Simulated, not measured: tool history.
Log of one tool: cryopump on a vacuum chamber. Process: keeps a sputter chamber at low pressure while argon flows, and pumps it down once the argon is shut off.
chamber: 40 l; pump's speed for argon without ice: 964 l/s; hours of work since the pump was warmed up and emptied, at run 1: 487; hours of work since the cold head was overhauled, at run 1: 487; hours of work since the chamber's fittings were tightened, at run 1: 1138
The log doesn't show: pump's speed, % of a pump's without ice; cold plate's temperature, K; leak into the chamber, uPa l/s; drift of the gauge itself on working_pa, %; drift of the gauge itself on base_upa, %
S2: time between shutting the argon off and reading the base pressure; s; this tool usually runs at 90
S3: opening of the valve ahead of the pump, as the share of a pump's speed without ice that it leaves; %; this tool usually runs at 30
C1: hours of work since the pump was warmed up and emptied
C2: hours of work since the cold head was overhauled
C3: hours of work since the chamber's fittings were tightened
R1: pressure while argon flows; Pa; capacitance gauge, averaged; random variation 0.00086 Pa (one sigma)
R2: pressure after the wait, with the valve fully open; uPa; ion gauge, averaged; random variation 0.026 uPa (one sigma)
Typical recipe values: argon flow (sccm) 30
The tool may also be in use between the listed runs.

Run 1, hour 0.0: usual settings; C1 487; C2 487; C3 1138. Result: R1 0.1872 Pa, R2 2.14 uPa.
Run 2, hour 27.4: usual settings; C1 499; C2 499; C3 1150. Result: R1 0.1866 Pa, R2 2.14 uPa.
At hour 51.9: pump warmed up, emptied and cooled again.
Run 3, hour 61.8: usual settings; C1 4; C2 512; C3 1162. Result: R1 0.1776 Pa, R2 1.92 uPa.
Run 4, hour 83.0: usual settings; C1 13; C2 521; C3 1171. Result: R1 0.1752 Pa, R2 1.97 uPa.
Run 5, hour 100.2: usual settings but S3 46 %; C1 21; C2 528; C3 1179. Result: R1 0.1149 Pa, R2 1.98 uPa.
Run 6, hour 137.4: usual settings; C1 37; C2 544; C3 1195. Result: R1 0.1786 Pa, R2 1.95 uPa.
Run 7, hour 174.0: usual settings; C1 52; C2 560; C3 1210. Result: R1 0.1761 Pa, R2 1.97 uPa.
Run 8, hour 196.8: usual settings; C1 62; C2 570; C3 1220. Result: R1 0.1776 Pa, R2 1.95 uPa.
Run 9, hour 224.8: usual settings; C1 74; C2 582; C3 1232. Result: R1 0.1764 Pa, R2 2.01 uPa.
Run 10, hour 258.9: usual settings; C1 89; C2 596; C3 1247. Result: R1 0.1770 Pa, R2 1.98 uPa.
Run 11, hour 300.8: usual settings but S3 28 %; C1 107; C2 614; C3 1265. Result: R1 0.1915 Pa, R2 2.05 uPa.
Run 12, hour 338.8: usual settings but S2 67 s; C1 123; C2 630; C3 1281. Result: R1 0.1775 Pa, R2 2.36 uPa.
Run 13, hour 361.1: usual settings; C1 132; C2 640; C3 1291. Result: R1 0.1775 Pa, R2 2.05 uPa.
Run 14, hour 397.0: usual settings; C1 148; C2 655; C3 1306. Result: R1 0.1786 Pa, R2 2.07 uPa.
Run 15, hour 435.7: usual settings; C1 164; C2 672; C3 1323. Result: R1 0.1793 Pa, R2 2.11 uPa.
Run 16, hour 460.4: usual settings; C1 175; C2 682; C3 1333. Result: R1 0.1810 Pa, R2 2.04 uPa.
Run 17, hour 487.8: usual settings; C1 187; C2 694; C3 1345. Result: R1 0.1792 Pa, R2 2.14 uPa.
Run 18, hour 529.4: usual settings but argon flow (sccm) 35, S2 30 s, S3 17 %; C1 204; C2 712; C3 1363. Result: R1 0.3674 Pa, R2 3.62 uPa.
Run 19, hour 554.0: usual settings but argon flow (sccm) 19, S2 289 s, S3 59 %; C1 215; C2 723; C3 1373. Result: R1 0.0586 Pa, R2 1.68 uPa.
Run 20, hour 577.4: usual settings but argon flow (sccm) 13, S3 23 %; C1 225; C2 733; C3 1383. Result: R1 0.1009 Pa, R2 2.13 uPa.
Run 21, hour 609.2: usual settings but argon flow (sccm) 12, S2 277 s, S3 38 %; C1 239; C2 746; C3 1397. Result: R1 0.0569 Pa, R2 1.76 uPa.
Run 22, hour 651.4: usual settings but argon flow (sccm) 12, S2 277 s, S3 38 %; C1 257; C2 764; C3 1415. Result: R1 0.0576 Pa, R2 1.71 uPa.
Run 23, hour 690.5: usual settings but argon flow (sccm) 39, S2 70 s, S3 20 %; C1 273; C2 781; C3 1432. Result: R1 0.3476 Pa, R2 2.44 uPa.
Run 24, hour 709.8: usual settings but S2 119 s; C1 282; C2 789; C3 1440. Result: R1 0.1807 Pa, R2 2.04 uPa.
Run 25, hour 730.1: usual settings but argon flow (sccm) 33, S2 165 s, S3 35 %; C1 290; C2 798; C3 1449. Result: R1 0.1719 Pa, R2 1.91 uPa.
Run 26, hour 754.3: usual settings but argon flow (sccm) 33, S2 165 s, S3 35 %; C1 301; C2 808; C3 1459. Result: R1 0.1713 Pa, R2 1.94 uPa.
Run 27, hour 789.4: usual settings but argon flow (sccm) 33, S2 165 s, S3 35 %; C1 316; C2 823; C3 1474. Result: R1 0.1721 Pa, R2 1.92 uPa.
Run 28, hour 810.2: usual settings but argon flow (sccm) 33, S2 165 s, S3 35 %; C1 325; C2 832; C3 1483. Result: R1 0.1717 Pa, R2 2.03 uPa.
Run 29, hour 833.2: usual settings but argon flow (sccm) 33, S2 165 s, S3 35 %; C1 335; C2 842; C3 1493. Result: R1 0.1700 Pa, R2 2.01 uPa.
Run 30, hour 863.6: usual settings but argon flow (sccm) 49, S2 32 s, S3 53 %; C1 348; C2 855; C3 1506. Result: R1 0.1717 Pa, R2 3.65 uPa.
Run 31, hour 885.9: usual settings but argon flow (sccm) 49, S2 61 s, S3 19 %; C1 357; C2 865; C3 1515. Result: R1 0.4626 Pa, R2 2.66 uPa.
Run 32, hour 911.7: usual settings but argon flow (sccm) 49, S2 61 s, S3 19 %; C1 368; C2 876; C3 1526. Result: R1 0.4625 Pa, R2 2.74 uPa.
Run 33, hour 943.6: usual settings but argon flow (sccm) 42, S2 67 s, S3 16 %; C1 382; C2 889; C3 1540. Result: R1 0.4708 Pa, R2 2.64 uPa.
Run 34, hour 970.7: usual settings but argon flow (sccm) 26, S2 210 s, S3 35 %; C1 393; C2 901; C3 1552. Result: R1 0.1352 Pa, R2 1.96 uPa.

Here are 3 independent what-if runs from the current tool condition. What would each one return?
Run A, hour 994.2: usual settings but argon flow (sccm) 17, S3 18 %; C1 404; C2 911; C3 1562. Result: R1 ?, R2 ?.
Run B, hour 994.2: usual settings but S2 158 s, S3 15 %; C1 404; C2 911; C3 1562. Result: R1 ?, R2 ?.
Run C, hour 994.2: usual settings but argon flow (sccm) 48, S2 210 s, S3 19 %; C1 404; C2 911; C3 1562. Result: R1 ?, R2 ?.

run      R1    R2
  A  0.1703  2.43
  B  0.3579  2.10
  C  0.4546  1.90
Take away the tool's hidden state, keep each run's random variation, and the runs would have read:
run      R1    R2
  A  0.1660  1.07
  B  0.3504  0.73
  C  0.4425  0.58
